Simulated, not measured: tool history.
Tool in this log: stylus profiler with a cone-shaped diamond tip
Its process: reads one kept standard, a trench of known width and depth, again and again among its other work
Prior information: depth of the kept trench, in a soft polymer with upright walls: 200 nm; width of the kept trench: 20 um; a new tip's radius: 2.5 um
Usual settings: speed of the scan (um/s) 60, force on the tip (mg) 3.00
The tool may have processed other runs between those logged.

| run | day | speed of the scan (um/s) | force on the tip (mg) | depth of the trench (nm) | width of the trench's floor (um) |
|---|---|---|---|---|---|
| 1 | 0.000 | 60 | 3.00 | 202.71 | 17.66 |
| 2 | 0.754 | 60 | 3.00 | 202.65 | 17.63 |
| 3 | 1.208 | 60 | 1.04 | 201.35 | 17.43 |
| 4 | 1.654 | 60 | 3.00 | 202.64 | 17.68 |
| 5 | 2.425 | 60 | 3.00 | 202.65 | 17.69 |
| 6 | 3.100 | 60 | 3.00 | 202.70 | 17.59 |
| 7 | 3.879 | 60 | 3.00 | 202.76 | 17.69 |
| 8 | 4.483 | 60 | 3.00 | 202.72 | 17.60 |
| 9 | 5.025 | 60 | 3.00 | 202.69 | 17.65 |
| 10 | 5.612 | 187 | 1.52 | 201.76 | 16.59 |
| 11 | 6.100 | 187 | 1.52 | 201.76 | 16.57 |
| 12 | 6.779 | 163 | 6.97 | 204.79 | 17.37 |
| 13 | 7.254 | 163 | 6.97 | 204.83 | 17.37 |
| 14 | 7.583 | 60 | 1.05 | 201.42 | 17.40 |
| 15 | 8.367 | 78 | 1.01 | 201.33 | 17.21 |
| 16 | 8.754 | 24 | 4.26 | 203.46 | 17.79 |
| 17 | 9.429 | 24 | 4.26 | 203.43 | 17.81 |

Below are 5 alternative next runs, each starting from the tool's condition after run 17. Predict each:
| A | 9.904 | 90 | 6.14 | ? | ? |
| B | 9.904 | 24 | 2.89 | ? | ? |
| C | 9.904 | 147 | 2.45 | ? | ? |
| D | 9.904 | 117 | 3.76 | ? | ? |
| E | 9.904 | 126 | 4.26 | ? | ? |

| run | depth of the trench (nm) | width of the trench's floor (um) |
|---|---|---|
| A | 204.38 | 17.61 |
| B | 202.66 | 17.81 |
| C | 202.37 | 17.06 |
| D | 203.19 | 17.42 |
| E | 203.47 | 17.39 |
The same runs, with their run-to-run variation unchanged, on a tool lacking any hidden condition would have given:
| run | depth of the trench (nm) | width of the trench's floor (um) |
|---|---|---|
| A | 204.29 | 17.75 |
| B | 202.56 | 17.95 |
| C | 202.27 | 17.20 |
| D | 203.09 | 17.56 |
| E | 203.38 | 17.53 |
